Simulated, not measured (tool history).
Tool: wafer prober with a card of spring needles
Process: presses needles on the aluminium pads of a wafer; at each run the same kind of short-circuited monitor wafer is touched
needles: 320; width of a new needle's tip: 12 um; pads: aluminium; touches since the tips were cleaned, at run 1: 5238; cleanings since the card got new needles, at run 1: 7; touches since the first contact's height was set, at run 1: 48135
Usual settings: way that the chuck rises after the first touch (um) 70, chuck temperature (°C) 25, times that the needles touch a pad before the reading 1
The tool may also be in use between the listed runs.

run  hour  way that the chuck rises after the first touch (um)  chuck temperature (°C)  times that the needles touch a pad before the reading  touches since the tips were cleaned  cleanings since the card got new needles  touches since the first contact's height was set  resistance of one needle with its contact and lead (mohm)  way that a needle slides on the pad (um)
  1     0                                                   70                      25                                                      1                                 5238                                         7                                             48135                                                        219                                     17.71
      2.5  -- tips cleaned on abrasive film
  2   6.6                                                   70                      25                                                      1                                 1258                                         8                                             50113                                                        199                                     17.66
  3  13.9                                                   70                      25                                                      1                                 3440                                         8                                             52295                                                        214                                      17.7
  4  18.7                                                   70                      25                                                      1                                 4909                                         8                                             53764                                                        218                                     17.68
     21.8  -- tips cleaned on abrasive film
  5  23.1                                                   56                      25                                                      1                                  393                                         9                                             55072                                                        188                                     14.11
  6  28.7                                                   70                      25                                                      1                                 2088                                         9                                             56767                                                        202                                     17.66
  7  34.7                                                   70                      40                                                      1                                 3901                                         9                                             58580                                                        217                                     17.67
     41.3  -- tips cleaned on abrasive film
  8  41.5                                                   70                      40                                                      1                                   86                                        10                                             60608                                                        189                                     17.61
  9  45.9                                                   63                      43                                                      1                                 1391                                        10                                             61913                                                        205                                     15.87
 10  51.7                                                   63                     100                                                      2                                 3166                                        10                                             63688                                                        221                                     15.85
 11    58                                                   63                     100                                                      2                                 5055                                        10                                             65577                                                        223                                     15.85
     60.8  -- tips cleaned on abrasive film
 12  66.5                                                   63                     100                                                      2                                 1713                                        11                                             68128                                                        208                                     15.81
 13  71.9                                                   63                      25                                                      2                                 3343                                        11                                             69758                                                        201                                      15.8
     80.5  -- tips cleaned on abrasive film
 14  80.9                                                   63                      25                                                      2                                  132                                        12                                             72448                                                        186                                     15.81
 15  87.1                                                   63                      25                                                      2                                 2001                                        12                                             74317                                                        198                                     15.82

The same runs without the tool's hidden state, with the same run-to-run variation:
The hidden state here: debris on the tips, nm; way that the needles fall short of the set height, um; tips' diameter, um; drift of the gauge itself on contact_mohm, %; drift of the gauge itself on scrub_um, %.
run  resistance of one needle with its contact and lead (mohm)  way that a needle slides on the pad (um)
  1                                                        182                                     17.86
  2                                                        182                                     17.83
  3                                                        183                                     17.86
  4                                                        182                                     17.84
  5                                                        180                                      14.3
  6                                                        181                                     17.85
  7                                                        186                                     17.87
  8                                                        185                                     17.82
  9                                                        188                                     16.07
 10                                                        204                                     16.05
 11                                                        200                                     16.05
 12                                                        196                                     16.04
 13                                                        183                                     16.03
 14                                                        183                                     16.07
 15                                                        184                                     16.08

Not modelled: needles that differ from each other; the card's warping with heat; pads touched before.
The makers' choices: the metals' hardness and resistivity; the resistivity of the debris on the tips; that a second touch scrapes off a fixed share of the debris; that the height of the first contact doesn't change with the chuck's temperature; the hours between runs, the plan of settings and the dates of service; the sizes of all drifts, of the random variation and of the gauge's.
